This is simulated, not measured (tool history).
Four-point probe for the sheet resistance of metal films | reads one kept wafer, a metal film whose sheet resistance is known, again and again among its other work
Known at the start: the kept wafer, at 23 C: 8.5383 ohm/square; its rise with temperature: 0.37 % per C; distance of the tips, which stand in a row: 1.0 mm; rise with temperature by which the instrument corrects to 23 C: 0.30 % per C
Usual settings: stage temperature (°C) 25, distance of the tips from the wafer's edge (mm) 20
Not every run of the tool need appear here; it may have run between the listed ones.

| run | hour | stage temperature (°C) | distance of the tips from the wafer's edge (mm) | sheet resistance as the instrument gives it (ohm/square) |
|---|---|---|---|---|
| 1 | 0 | 25 | 20 | 8.563463 |
| 2 | 34.6 | 25 | 20 | 8.561508 |
| 3 | 73.7 | 24 | 20 | 8.558807 |
| 4 | 99.3 | 24 | 10 | 8.59093 |
| 5 | 128 | 21 | 20 | 8.538623 |
| 6 | 164.4 | 21 | 20 | 8.54108 |
| 7 | 207.2 | 25 | 65 | 8.557487 |
| 8 | 252.6 | 25 | 65 | 8.555476 |
| 9 | 279.3 | 25 | 65 | 8.55517 |
|  | 293.1 | stage's thermometer calibrated |
| 10 | 327.9 | 21 | 56 | 8.51619 |
| 11 | 364.2 | 22 | 56 | 8.520688 |
| 12 | 400.8 | 22 | 26 | 8.529493 |
| 13 | 431.6 | 18 | 46 | 8.499393 |
| 14 | 479.3 | 18 | 46 | 8.504465 |
| 15 | 501.2 | 30 | 3 | 9.053686 |
| 16 | 537.6 | 30 | 3 | 9.059144 |
| 17 | 563.8 | 34 | 15 | 8.617351 |
| 18 | 599.2 | 34 | 15 | 8.617924 |

Had the tool no unlogged condition, and each run kept its random variation, what would the results have been?
Hidden conditions of the tool in this case: inner tips' distance over the nominal, %; tips' flats over new ones', %; wafer's true temperature over the reading, C; drift of the gauge itself on sheet_ohm, %.
| run | sheet resistance as the instrument gives it (ohm/square) |
|---|---|
| 1 | 8.562933 |
| 2 | 8.560446 |
| 3 | 8.557091 |
| 4 | 8.588834 |
| 5 | 8.535923 |
| 6 | 8.537837 |
| 7 | 8.55385 |
| 8 | 8.551138 |
| 9 | 8.550431 |
| 10 | 8.526052 |
| 11 | 8.530038 |
| 12 | 8.538265 |
| 13 | 8.507648 |
| 14 | 8.511964 |
| 15 | 9.061397 |
| 16 | 9.066281 |
| 17 | 8.623787 |
| 18 | 8.623853 |
